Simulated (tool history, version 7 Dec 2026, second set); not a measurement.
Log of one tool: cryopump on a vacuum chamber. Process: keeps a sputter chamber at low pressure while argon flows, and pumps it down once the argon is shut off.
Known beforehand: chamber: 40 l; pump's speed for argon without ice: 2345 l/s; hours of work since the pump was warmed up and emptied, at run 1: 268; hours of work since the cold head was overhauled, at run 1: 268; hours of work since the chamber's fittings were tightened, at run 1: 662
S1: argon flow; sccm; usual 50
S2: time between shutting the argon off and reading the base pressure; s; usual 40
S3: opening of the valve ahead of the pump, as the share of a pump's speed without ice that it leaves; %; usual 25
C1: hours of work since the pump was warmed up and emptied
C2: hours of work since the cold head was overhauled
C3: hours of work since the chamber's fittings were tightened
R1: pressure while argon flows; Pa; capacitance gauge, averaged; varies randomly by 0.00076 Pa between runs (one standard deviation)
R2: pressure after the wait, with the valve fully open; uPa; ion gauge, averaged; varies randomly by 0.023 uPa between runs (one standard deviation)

Run 1, hour 0: usual settings; C1 268; C2 268; C3 662. Result: R1 0.1455 Pa, R2 0.92 uPa.
Run 2, hour 96.9: usual settings but S1 49 sccm; C1 343; C2 343; C3 736. Result: R1 0.1444 Pa, R2 0.95 uPa.
Run 3, hour 152.8: usual settings but S1 49 sccm; C1 385; C2 385; C3 779. Result: R1 0.1445 Pa, R2 0.96 uPa.
Run 4, hour 192.4: usual settings but S1 49 sccm; C1 416; C2 416; C3 809. Result: R1 0.1447 Pa, R2 0.97 uPa.
Run 5, hour 231.7: usual settings; C1 446; C2 446; C3 839. Result: R1 0.1483 Pa, R2 1.02 uPa.
Run 6, hour 325.7: usual settings; C1 518; C2 518; C3 911. Result: R1 0.1486 Pa, R2 1 uPa.
Run 7, hour 366.3: usual settings; C1 549; C2 549; C3 942. Result: R1 0.1477 Pa, R2 1.01 uPa.
Run 8, hour 413.7: usual settings; C1 585; C2 585; C3 978. Result: R1 0.1485 Pa, R2 1.06 uPa.
Run 9, hour 464.3: usual settings but S2 159 s; C1 624; C2 624; C3 1017. Result: R1 0.149 Pa, R2 0.59 uPa.
Run 10, hour 523: usual settings but S1 30 sccm; C1 669; C2 669; C3 1062. Result: R1 0.0903 Pa, R2 1.09 uPa.
Run 11, hour 577.2: usual settings but S1 30 sccm; C1 710; C2 710; C3 1104. Result: R1 0.0903 Pa, R2 1.09 uPa.
Run 12, hour 630.4: usual settings; C1 751; C2 751; C3 1144. Result: R1 0.15 Pa, R2 1.12 uPa.
Run 13, hour 712.4: usual settings but S3 37 %; C1 814; C2 814; C3 1207. Result: R1 0.1039 Pa, R2 1.15 uPa.
At hour 728.1: pump warmed up, emptied and cooled again.
Run 14, hour 783.4: usual settings but S2 23 s, S3 16 %; C1 42; C2 864; C3 1258. Result: R1 0.2268 Pa, R2 1.5 uPa.
Run 15, hour 837.5: usual settings but S1 70 sccm, S2 111 s, S3 45 %; C1 84; C2 906; C3 1299. Result: R1 0.1137 Pa, R2 0.68 uPa.
Run 16, hour 906.7: usual settings but S1 38 sccm, S2 75 s, S3 45 %; C1 137; C2 959; C3 1352. Result: R1 0.062 Pa, R2 0.85 uPa.

Run 17, settings as shown, results not yet in. Your forecast:
Run 17, hour 999.3: usual settings but S1 43 sccm, S2 31 s, S3 22 %; C1 208; C2 1030; C3 1423. Result: R1 ?, R2 ?.

R1: 0.1429 Pa
R2: 1.28 uPa
On a tool with no hidden condition, and with the same random variation, this run would have come out at R1 0.1412 Pa, R2 0.9 uPa.
